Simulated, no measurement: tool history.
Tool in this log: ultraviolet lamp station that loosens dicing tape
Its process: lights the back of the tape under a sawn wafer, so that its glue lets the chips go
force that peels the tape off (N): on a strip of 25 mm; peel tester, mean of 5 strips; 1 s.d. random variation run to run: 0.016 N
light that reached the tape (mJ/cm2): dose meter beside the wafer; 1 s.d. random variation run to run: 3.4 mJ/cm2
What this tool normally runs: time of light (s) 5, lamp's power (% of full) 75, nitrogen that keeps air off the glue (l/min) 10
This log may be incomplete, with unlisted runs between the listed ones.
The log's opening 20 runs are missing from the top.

run	hour	time of light (s)	lamp's power (% of full)	nitrogen that keeps air off the glue (l/min)	force that peels the tape off (N)	light that reached the tape (mJ/cm2)
21	190.5	5	62	10	1.105	451
22	202.1	5	62	10	1.091	451
23	208.4	4	62	3	2.831	357
24	214.7	5	75	19	0.472	546
# hour 217.8: window cleaned of glue's vapour
25	226.5	3	67	19	1.552	291
26	232.5	2	62	16	2.75	175
27	238.8	2	62	16	2.844	183
28	249.7	6	96	15	0.232	835
29	261.7	6	94	3	0.954	820
30	269.3	6	94	3	0.933	821
31	274.8	6	94	13	0.257	828
32	284.6	6	96	9	0.326	840
33	294.1	8	61	8	0.544	715
34	303	8	79	19	0.189	913
35	312.4	8	79	19	0.182	917
36	324	2	75	10	2.775	219
37	336.7	5	86	11	0.525	618
38	345.3	5	76	7	0.972	549
39	351.3	5	76	7	0.98	551
40	362.9	5	76	7	1.012	553

Alternative continuations, all from the tool just after run 40; predict every row:
A	376.3	5	88	12	?	?
B	376.3	3	75	10	?	?
C	376.3	5	69	7	?	?

run	force that peels the tape off (N)	light that reached the tape (mJ/cm2)
A	0.466	638
B	1.8	324
C	1.18	499
Without the tool's hidden state the same runs would have given:
run	force that peels the tape off (N)	light that reached the tape (mJ/cm2)
A	0.465	639
B	1.797	325
C	1.177	500
